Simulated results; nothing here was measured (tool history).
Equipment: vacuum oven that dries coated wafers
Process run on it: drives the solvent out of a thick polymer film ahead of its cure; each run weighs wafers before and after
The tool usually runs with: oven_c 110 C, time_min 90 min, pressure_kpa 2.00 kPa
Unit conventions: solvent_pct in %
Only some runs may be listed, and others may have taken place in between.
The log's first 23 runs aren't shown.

{"run": 24, "hour": 384.8, "oven_c": 110, "time_min": 90, "pressure_kpa": 2.0, "solvent_pct": 1.43}
{"run": 25, "hour": 398.8, "oven_c": 109, "time_min": 101, "pressure_kpa": 2.14, "solvent_pct": 1.45}
{"run": 26, "hour": 413.8, "oven_c": 109, "time_min": 101, "pressure_kpa": 2.14, "solvent_pct": 1.46}
{"run": 27, "hour": 424.9, "oven_c": 109, "time_min": 101, "pressure_kpa": 2.14, "solvent_pct": 1.48}
{"run": 28, "hour": 438.6, "oven_c": 115, "time_min": 64, "pressure_kpa": 2.36, "solvent_pct": 1.61}
{"run": 29, "hour": 448.7, "oven_c": 115, "time_min": 64, "pressure_kpa": 2.36, "solvent_pct": 1.6}
{"run": 30, "hour": 461.3, "oven_c": 102, "time_min": 102, "pressure_kpa": 6.67, "solvent_pct": 4.98}
{"run": 31, "hour": 484.6, "oven_c": 102, "time_min": 102, "pressure_kpa": 6.67, "solvent_pct": 4.97}
{"run": 32, "hour": 497.3, "oven_c": 119, "time_min": 56, "pressure_kpa": 6.67, "solvent_pct": 3.0}
{"run": 33, "hour": 518.9, "oven_c": 101, "time_min": 90, "pressure_kpa": 2.0, "solvent_pct": 2.44}
{"run": 34, "hour": 531.3, "oven_c": 106, "time_min": 59, "pressure_kpa": 1.63, "solvent_pct": 2.59}
{"run": 35, "hour": 548.3, "oven_c": 106, "time_min": 59, "pressure_kpa": 1.63, "solvent_pct": 2.59}
{"run": 36, "hour": 562.7, "oven_c": 106, "time_min": 59, "pressure_kpa": 1.63, "solvent_pct": 2.56}
{"run": 37, "hour": 581.3, "oven_c": 106, "time_min": 59, "pressure_kpa": 1.63, "solvent_pct": 2.6}
{"run": 38, "hour": 602.4, "oven_c": 99, "time_min": 49, "pressure_kpa": 2.08, "solvent_pct": 4.56}
{"run": 39, "hour": 622.1, "oven_c": 123, "time_min": 90, "pressure_kpa": 2.67, "solvent_pct": 0.96}
{"run": 40, "hour": 635.4, "oven_c": 121, "time_min": 50, "pressure_kpa": 2.6, "solvent_pct": 1.59}
{"run": 41, "hour": 653.3, "oven_c": 98, "time_min": 151, "pressure_kpa": 2.42, "solvent_pct": 2.29}
{"run": 42, "hour": 664.7, "oven_c": 98, "time_min": 151, "pressure_kpa": 2.42, "solvent_pct": 2.29}
{"run": 43, "hour": 683.8, "oven_c": 98, "time_min": 151, "pressure_kpa": 2.42, "solvent_pct": 2.32}
{"run": 44, "hour": 701.1, "oven_c": 103, "time_min": 50, "pressure_kpa": 6.01, "solvent_pct": 5.82}
{"run": 45, "hour": 720.7, "oven_c": 103, "time_min": 50, "pressure_kpa": 6.01, "solvent_pct": 5.83}
{"run": 46, "hour": 743.0, "oven_c": 103, "time_min": 50, "pressure_kpa": 1.03, "solvent_pct": 3.31}
{"run": 47, "hour": 760.4, "oven_c": 120, "time_min": 90, "pressure_kpa": 1.87, "solvent_pct": 0.82}

Below are 4 alternative next runs, each starting from the tool's condition after run 47. Predict each:
{"run": "A", "hour": 782.6, "oven_c": 115, "time_min": 90, "pressure_kpa": 5.59, "solvent_pct": "?"}
{"run": "B", "hour": 782.6, "oven_c": 120, "time_min": 117, "pressure_kpa": 1.87, "solvent_pct": "?"}
{"run": "C", "hour": 782.6, "oven_c": 110, "time_min": 90, "pressure_kpa": 2.77, "solvent_pct": "?"}
{"run": "D", "hour": 782.6, "oven_c": 103, "time_min": 89, "pressure_kpa": 2.0, "solvent_pct": "?"}

run=A solvent_pct=2.64
run=B solvent_pct=0.72
run=C solvent_pct=1.86
run=D solvent_pct=2.26
The same runs, with their run-to-run variation unchanged, on a tool lacking any hidden condition would have given:
run=A solvent_pct=2.52
run=B solvent_pct=0.67
run=C solvent_pct=1.75
run=D solvent_pct=2.12
